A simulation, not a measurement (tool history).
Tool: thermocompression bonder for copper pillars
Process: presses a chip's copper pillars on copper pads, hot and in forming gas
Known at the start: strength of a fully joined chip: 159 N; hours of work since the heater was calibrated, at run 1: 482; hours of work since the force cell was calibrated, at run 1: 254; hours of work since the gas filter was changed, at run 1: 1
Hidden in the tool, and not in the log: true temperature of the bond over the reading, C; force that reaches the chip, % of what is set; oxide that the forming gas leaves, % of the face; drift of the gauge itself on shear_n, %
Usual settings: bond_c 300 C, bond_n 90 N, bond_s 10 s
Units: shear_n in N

run   hour  bond_c  bond_n  bond_s  hours of work since the heater was calibrated  hours of work since the force cell was calibrated  hours of work since the gas filter was changed  shear_n
  1    0.0     300      90      10                                            482                                                254                                               1    105.1
  2   12.7     300      90       9                                            489                                                261                                               8    103.0
  3   33.1     300      90       9                                            500                                                273                                              20    101.9
  4   42.4     287      90       9                                            505                                                278                                              25     94.3
  5   60.5     300      90      27                                            515                                                288                                              35    132.6
  6   75.9     300      90      27                                            523                                                296                                              43    133.4
  7   89.2     311      90      10                                            531                                                303                                              50    114.0
  8   99.0     311      90      10                                            536                                                309                                              56    112.2
  9  120.8     311      90      10                                            548                                                321                                              68    112.7
 10  135.4     311      90      10                                            556                                                329                                              76    112.3
 11  147.4     300      90      10                                            563                                                335                                              82    104.5
 12  162.8     300      90      10                                            571                                                344                                              91    105.4
 13  182.0     300      90      10                                            582                                                354                                             101    109.2
     190.7  -- forming gas filter changed
 14  203.2     300      90      10                                            593                                                366                                               7    104.6
 15  221.9     312     111      15                                            603                                                376                                              17    136.3
 16  240.3     293      65      12                                            613                                                386                                              27     88.6
 17  256.8     293      65      12                                            622                                                395                                              36     88.4
 18  274.7     307     104       6                                            632                                                405                                              46    102.4
 19  287.4     277      85      10                                            639                                                412                                              53     86.6
 20  304.6     289      57      10                                            649                                                421                                              63     74.6
 21  317.1     273      90      15                                            656                                                428                                              69     99.7
 22  330.5     273      90      15                                            663                                                436                                              77     99.3
 23  349.2     273      90      15                                            673                                                446                                              87     99.1
 24  365.7     272      70       8                                            682                                                455                                              96     68.0
 25  381.5     300      57      10                                            691                                                464                                             105     80.4
     383.8  -- forming gas filter changed
 26  395.2     300      61      21                                            698                                                471                                               6    104.9

5 ways to go on from here, each from the tool as it stands after run 26. What would each give?
  A  415.0     300     100      23                                            709                                                482                                              17        ?
  B  415.0     300     102      24                                            709                                                482                                              17        ?
  C  415.0     300      87      29                                            709                                                482                                              17        ?
  D  415.0     302      61      21                                            709                                                482                                              17        ?
  E  415.0     289     121      15                                            709                                                482                                              17        ?

run  shear_n
  A    135.0
  B    136.2
  C    134.5
  D    106.3
  E    127.4
Without the tool's hidden state the same runs would have given:
run  shear_n
  A    135.3
  B    136.5
  C    134.8
  D    106.6
  E    127.8
